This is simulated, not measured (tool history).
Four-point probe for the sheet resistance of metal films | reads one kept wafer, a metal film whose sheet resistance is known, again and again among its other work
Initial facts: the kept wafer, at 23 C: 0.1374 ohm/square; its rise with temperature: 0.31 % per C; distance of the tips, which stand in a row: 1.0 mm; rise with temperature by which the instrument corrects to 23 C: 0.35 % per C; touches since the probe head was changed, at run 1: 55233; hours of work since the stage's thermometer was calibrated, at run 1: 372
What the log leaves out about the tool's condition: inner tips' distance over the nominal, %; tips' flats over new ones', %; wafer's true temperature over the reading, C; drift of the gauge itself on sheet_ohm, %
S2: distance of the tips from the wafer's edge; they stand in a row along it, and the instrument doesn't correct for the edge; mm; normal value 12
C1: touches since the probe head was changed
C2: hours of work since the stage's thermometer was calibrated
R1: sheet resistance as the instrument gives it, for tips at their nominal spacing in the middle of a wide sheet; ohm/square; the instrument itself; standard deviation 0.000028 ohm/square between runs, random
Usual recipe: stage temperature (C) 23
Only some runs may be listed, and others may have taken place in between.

run 1 hour=0.0 | stage_temperature_(C)=23 S2=12 | C1=55233 C2=372 | R1=0.139266
run 2 hour=15.4 | stage_temperature_(C)=23 S2=12 | C1=55719 C2=378 | R1=0.139285
run 3 hour=41.6 | stage_temperature_(C)=23 S2=12 | C1=56545 C2=389 | R1=0.139334
run 4 hour=64.3 | stage_temperature_(C)=23 S2=12 | C1=57261 C2=399 | R1=0.139413
run 5 hour=80.0 | stage_temperature_(C)=23 S2=12 | C1=57754 C2=406 | R1=0.139375
run 6 hour=107.0 | stage_temperature_(C)=23 S2=12 | C1=58607 C2=417 | R1=0.139383
run 7 hour=123.9 | stage_temperature_(C)=23 S2=12 | C1=59138 C2=424 | R1=0.139355
run 8 hour=144.5 | stage_temperature_(C)=23 S2=12 | C1=59788 C2=433 | R1=0.139371
run 9 hour=172.5 | stage_temperature_(C)=23 S2=5 | C1=60669 C2=444 | R1=0.141823
run 10 hour=194.4 | stage_temperature_(C)=25 S2=12 | C1=61359 C2=453 | R1=0.139241
run 11 hour=220.7 | stage_temperature_(C)=23 S2=12 | C1=62190 C2=464 | R1=0.139395
run 12 hour=247.8 | stage_temperature_(C)=23 S2=12 | C1=63042 C2=476 | R1=0.139453
run 13 hour=267.4 | stage_temperature_(C)=23 S2=12 | C1=63660 C2=484 | R1=0.139494
run 14 hour=294.0 | stage_temperature_(C)=23 S2=58 | C1=64500 C2=495 | R1=0.138991
run 15 hour=312.1 | stage_temperature_(C)=23 S2=15 | C1=65071 C2=503 | R1=0.139246
run 16 hour=330.6 | stage_temperature_(C)=33 S2=12 | C1=65653 C2=510 | R1=0.138952
run 17 hour=352.5 | stage_temperature_(C)=23 S2=12 | C1=66343 C2=520 | R1=0.139500
run 18 hour=375.4 | stage_temperature_(C)=23 S2=12 | C1=67066 C2=529 | R1=0.139509
-- hour=377.6 stage's thermometer calibrated
run 19 hour=388.9 | stage_temperature_(C)=23 S2=12 | C1=67474 C2=5 | R1=0.139584
run 20 hour=403.1 | stage_temperature_(C)=23 S2=12 | C1=67921 C2=11 | R1=0.139602
run 21 hour=430.6 | stage_temperature_(C)=22 S2=28 | C1=68790 C2=22 | R1=0.139210
run 22 hour=449.3 | stage_temperature_(C)=26 S2=36 | C1=69378 C2=30 | R1=0.138970
-- hour=458.6 stage's thermometer calibrated, once more
run 23 hour=462.4 | stage_temperature_(C)=26 S2=36 | C1=69776 C2=2 | R1=0.138862
run 24 hour=474.0 | stage_temperature_(C)=26 S2=36 | C1=70143 C2=6 | R1=0.138941
run 25 hour=489.5 | stage_temperature_(C)=32 S2=28 | C1=70630 C2=13 | R1=0.138671
run 26 hour=504.2 | stage_temperature_(C)=18 S2=4 | C1=71093 C2=19 | R1=0.143799
run 27 hour=525.1 | stage_temperature_(C)=31 S2=44 | C1=71751 C2=28 | R1=0.138698
run 28 hour=542.5 | stage_temperature_(C)=21 S2=14 | C1=72300 C2=35 | R1=0.139490
run 29 hour=565.3 | stage_temperature_(C)=24 S2=7 | C1=73019 C2=45 | R1=0.140499
run 30 hour=581.6 | stage_temperature_(C)=21 S2=26 | C1=73532 C2=51 | R1=0.139245
run 31 hour=596.5 | stage_temperature_(C)=24 S2=8 | C1=74002 C2=58 | R1=0.140230
run 32 hour=618.6 | stage_temperature_(C)=24 S2=8 | C1=74697 C2=67 | R1=0.140204
run 33 hour=645.4 | stage_temperature_(C)=22 S2=3 | C1=75542 C2=78 | R1=0.146906
run 34 hour=669.8 | stage_temperature_(C)=22 S2=3 | C1=76311 C2=88 | R1=0.147005
run 35 hour=681.8 | stage_temperature_(C)=22 S2=3 | C1=76691 C2=93 | R1=0.146978
run 36 hour=699.9 | stage_temperature_(C)=21 S2=6 | C1=77262 C2=101 | R1=0.141284
run 37 hour=720.6 | stage_temperature_(C)=21 S2=6 | C1=77913 C2=110 | R1=0.141320
run 38 hour=732.4 | stage_temperature_(C)=34 S2=6 | C1=78284 C2=115 | R1=0.140632
-- hour=742.2 new probe head fitted
run 39 hour=746.8 | stage_temperature_(C)=20 S2=18 | C1=147 C2=120 | R1=0.137655

Here are 4 independent what-if runs from the current tool condition. What would each one return?
run A hour=760.6 | stage_temperature_(C)=27 S2=18 | C1=580 C2=126 | R1=?
run B hour=760.6 | stage_temperature_(C)=26 S2=71 | C1=580 C2=126 | R1=?
run C hour=760.6 | stage_temperature_(C)=23 S2=18 | C1=580 C2=126 | R1=?
run D hour=760.6 | stage_temperature_(C)=20 S2=14 | C1=580 C2=126 | R1=?

run=A R1=0.137304
run=B R1=0.137145
run=C R1=0.137510
run=D R1=0.137840
What these runs would have given with no unlogged condition in the tool:
run=A R1=0.137434
run=B R1=0.137275
run=C R1=0.137640
run=D R1=0.137969

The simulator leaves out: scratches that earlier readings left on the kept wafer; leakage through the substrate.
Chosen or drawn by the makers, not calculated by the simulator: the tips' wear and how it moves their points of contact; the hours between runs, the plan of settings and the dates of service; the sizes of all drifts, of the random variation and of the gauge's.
